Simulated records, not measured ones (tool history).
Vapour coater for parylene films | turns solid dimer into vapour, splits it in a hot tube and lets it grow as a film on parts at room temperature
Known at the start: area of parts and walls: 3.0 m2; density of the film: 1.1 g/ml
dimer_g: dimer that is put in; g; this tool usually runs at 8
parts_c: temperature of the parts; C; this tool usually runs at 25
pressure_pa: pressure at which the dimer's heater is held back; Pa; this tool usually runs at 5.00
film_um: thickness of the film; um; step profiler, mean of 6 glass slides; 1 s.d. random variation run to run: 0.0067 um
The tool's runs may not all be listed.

| run | hour | dimer_g | parts_c | pressure_pa | film_um |
|---|---|---|---|---|---|
| 1 | 0.0 | 8 | 25 | 5.00 | 1.528 |
| 2 | 10.1 | 8 | 25 | 5.00 | 1.547 |
| 3 | 28.8 | 8 | 25 | 5.00 | 1.532 |
| 4 | 38.4 | 8 | 25 | 8.26 | 1.388 |
| 5 | 53.0 | 8 | 25 | 8.26 | 1.379 |
| 6 | 62.6 | 8 | 25 | 5.00 | 1.522 |
| 7 | 82.4 | 8 | 25 | 5.00 | 1.537 |
| 8 | 99.7 | 8 | 25 | 5.00 | 1.532 |
| 9 | 115.5 | 8 | 25 | 8.47 | 1.368 |
|  | 121.1 | trap's valve overhauled |
| 10 | 128.2 | 8 | 25 | 8.47 | 1.325 |
| 11 | 148.6 | 8 | 25 | 8.47 | 1.325 |
| 12 | 158.1 | 8 | 25 | 8.47 | 1.330 |
| 13 | 178.6 | 8 | 32 | 8.47 | 1.160 |
|  | 184.3 | trap's valve overhauled, once more |
| 14 | 195.1 | 8 | 32 | 8.47 | 1.246 |
| 15 | 212.0 | 7 | 20 | 7.35 | 1.466 |
| 16 | 220.5 | 7 | 22 | 3.10 | 1.692 |
| 17 | 234.5 | 7 | 22 | 3.10 | 1.689 |
| 18 | 246.8 | 4 | 31 | 4.02 | 0.757 |
| 19 | 265.6 | 9 | 21 | 4.02 | 2.089 |
| 20 | 284.7 | 3 | 37 | 3.70 | 0.509 |
| 21 | 297.8 | 12 | 35 | 6.89 | 1.841 |
| 22 | 308.9 | 12 | 35 | 6.89 | 1.837 |
| 23 | 327.1 | 4 | 35 | 5.61 | 0.636 |
| 24 | 340.8 | 4 | 33 | 7.93 | 0.626 |
| 25 | 349.5 | 4 | 33 | 7.93 | 0.613 |

Consider 3 possible next runs. They are alternatives, not a sequence: every one starts from the tool as it was left by run 25. What does each give?
| A | 363.1 | 5 | 32 | 4.40 | ? |
| B | 363.1 | 11 | 33 | 4.03 | ? |
| C | 363.1 | 4 | 18 | 11.29 | ? |

| run | film_um |
|---|---|
| A | 0.898 |
| B | 1.962 |
| C | 0.780 |
What these runs would have given with no unlogged condition in the tool:
| run | film_um |
|---|---|
| A | 0.902 |
| B | 1.971 |
| C | 0.783 |
